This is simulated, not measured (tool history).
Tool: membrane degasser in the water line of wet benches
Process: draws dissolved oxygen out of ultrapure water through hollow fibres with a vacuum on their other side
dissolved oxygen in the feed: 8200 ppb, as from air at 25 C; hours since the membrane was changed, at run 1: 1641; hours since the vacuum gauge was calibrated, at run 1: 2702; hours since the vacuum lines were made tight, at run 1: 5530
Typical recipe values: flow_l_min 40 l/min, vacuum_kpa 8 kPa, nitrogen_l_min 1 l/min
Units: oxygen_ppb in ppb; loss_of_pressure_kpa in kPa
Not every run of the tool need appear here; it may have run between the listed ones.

run,day,flow_l_min,vacuum_kpa,nitrogen_l_min,hours since the membrane was changed,hours since the vacuum gauge was calibrated,hours since the vacuum lines were made tight,oxygen_ppb,loss_of_pressure_kpa
1,0,40,8,1,1641,2702,5530,380.8,27.61
2,8.562,25,8,1,1847,2907,5736,257.1,17.41
3,15.121,36,8,1,2004,3065,5893,348.7,24.94
4,22.642,40,8.21,1,2185,3245,6074,395.7,27.72
# day 29.788: seals of the vacuum lines changed
5,31.804,40,9.49,1,2402,3463,48,489.3,28.08
6,36.258,40,9.49,1,2509,3570,155,487.9,27.8
7,46.404,40,9.49,1,2753,3814,399,488.5,27.99
8,55.633,40,9.49,1,2974,4035,620,489.8,27.75
9,63.829,40,9.49,1,3171,4232,817,492.4,28.12
10,70.8,40,9.49,1,3338,4399,984,490.5,27.81
11,81.804,40,8,1,3602,4663,1248,380.5,27.93
12,88.392,27,8.41,0.62,3761,4821,1407,432.5,18.6
13,92.979,27,8.41,0.62,3871,4931,1517,434,18.79
14,98.058,27,4.86,2.53,3993,5053,1639,43.9,18.89
# day 98.717: vacuum gauge calibrated
15,108,27,4.86,2.53,4231,223,1877,44.4,19.29
16,114.621,27,4.86,2.53,4390,382,2036,44.6,19.03
17,122.021,40,7.06,2.28,4567,559,2213,160.2,27.88
# day 122.796: vacuum gauge calibrated, once more
18,132.408,40,7.06,2.28,4816,231,2462,159,28.27
19,141.579,26,9.86,0.77,5036,451,2682,448.2,18.18
20,150.65,46,7.49,0.77,5254,669,2900,467.4,32.29
21,158.725,36,7.49,0.8,5448,862,3094,372.6,25.35
22,165.746,40,8,1.02,5616,1031,3262,377,28.17

Consider 3 possible next runs. They are alternatives, not a sequence: every one starts from the tool as it was left by run 22. What does each give?
A,172.917,55,8,0.69,5788,1203,3434,?,?
B,172.917,25,8,1.12,5788,1203,3434,?,?
C,172.917,51,11.42,1.73,5788,1203,3434,?,?

run,oxygen_ppb,loss_of_pressure_kpa
A,635.6,38.96
B,234.1,17.77
C,506.3,36.31
What these runs would have given with no unlogged condition in the tool:
run,oxygen_ppb,loss_of_pressure_kpa
A,627,37.89
B,230.9,17.28
C,500,35.32
